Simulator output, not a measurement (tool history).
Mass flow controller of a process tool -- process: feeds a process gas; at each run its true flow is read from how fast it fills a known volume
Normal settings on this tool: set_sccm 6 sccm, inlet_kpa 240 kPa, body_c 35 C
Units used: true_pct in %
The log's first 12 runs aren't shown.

run 13 hour=2380.6 | set_sccm=6 inlet_kpa=240 body_c=35 | true_pct=98.05
run 14 hour=2610.1 | set_sccm=6 inlet_kpa=240 body_c=35 | true_pct=98.21
run 15 hour=2846 | set_sccm=6 inlet_kpa=240 body_c=35 | true_pct=98.1
run 16 hour=2980.9 | set_sccm=6 inlet_kpa=240 body_c=35 | true_pct=98.21
run 17 hour=3219 | set_sccm=6 inlet_kpa=240 body_c=35 | true_pct=98.24
run 18 hour=3405 | set_sccm=15 inlet_kpa=240 body_c=35 | true_pct=99.48
run 19 hour=3537.5 | set_sccm=8 inlet_kpa=237 body_c=35 | true_pct=98.65
run 20 hour=3728.2 | set_sccm=8 inlet_kpa=216 body_c=35 | true_pct=98.49
run 21 hour=3995.6 | set_sccm=8 inlet_kpa=230 body_c=35 | true_pct=98.65
run 22 hour=4163.8 | set_sccm=8 inlet_kpa=230 body_c=35 | true_pct=98.75
run 23 hour=4291.6 | set_sccm=8 inlet_kpa=230 body_c=35 | true_pct=98.76
run 24 hour=4459.7 | set_sccm=9 inlet_kpa=263 body_c=29 | true_pct=99.66
run 25 hour=4638.9 | set_sccm=6 inlet_kpa=221 body_c=39 | true_pct=98.07
run 26 hour=4765.8 | set_sccm=6 inlet_kpa=260 body_c=31 | true_pct=99.19
run 27 hour=4958 | set_sccm=10 inlet_kpa=260 body_c=31 | true_pct=99.57
run 28 hour=5156.2 | set_sccm=10 inlet_kpa=260 body_c=31 | true_pct=99.74
run 29 hour=5382.9 | set_sccm=19 inlet_kpa=240 body_c=35 | true_pct=100.31
run 30 hour=5615.6 | set_sccm=13 inlet_kpa=150 body_c=27 | true_pct=99.96
run 31 hour=5726.3 | set_sccm=7 inlet_kpa=202 body_c=35 | true_pct=98.89
run 32 hour=5930.9 | set_sccm=7 inlet_kpa=202 body_c=35 | true_pct=98.89
run 33 hour=6048 | set_sccm=7 inlet_kpa=202 body_c=35 | true_pct=98.8
run 34 hour=6206.7 | set_sccm=5 inlet_kpa=234 body_c=28 | true_pct=99.43
run 35 hour=6411.5 | set_sccm=5 inlet_kpa=234 body_c=28 | true_pct=99.54
run 36 hour=6585.1 | set_sccm=5 inlet_kpa=234 body_c=28 | true_pct=99.7

Predict each of these 4 candidate next runs independently; none follows another, all start after run 36:
run A hour=6804.4 | set_sccm=6 inlet_kpa=240 body_c=27 | true_pct=?
run B hour=6804.4 | set_sccm=4 inlet_kpa=234 body_c=28 | true_pct=?
run C hour=6804.4 | set_sccm=4 inlet_kpa=259 body_c=35 | true_pct=?
run D hour=6804.4 | set_sccm=5 inlet_kpa=225 body_c=22 | true_pct=?

run=A true_pct=99.9
run=B true_pct=99.61
run=C true_pct=98.94
run=D true_pct=100.17
With the hidden condition removed and each run's random variation left untouched, the same runs would have given:
run=A true_pct=98.42
run=B true_pct=98.13
run=C true_pct=97.47
run=D true_pct=98.69
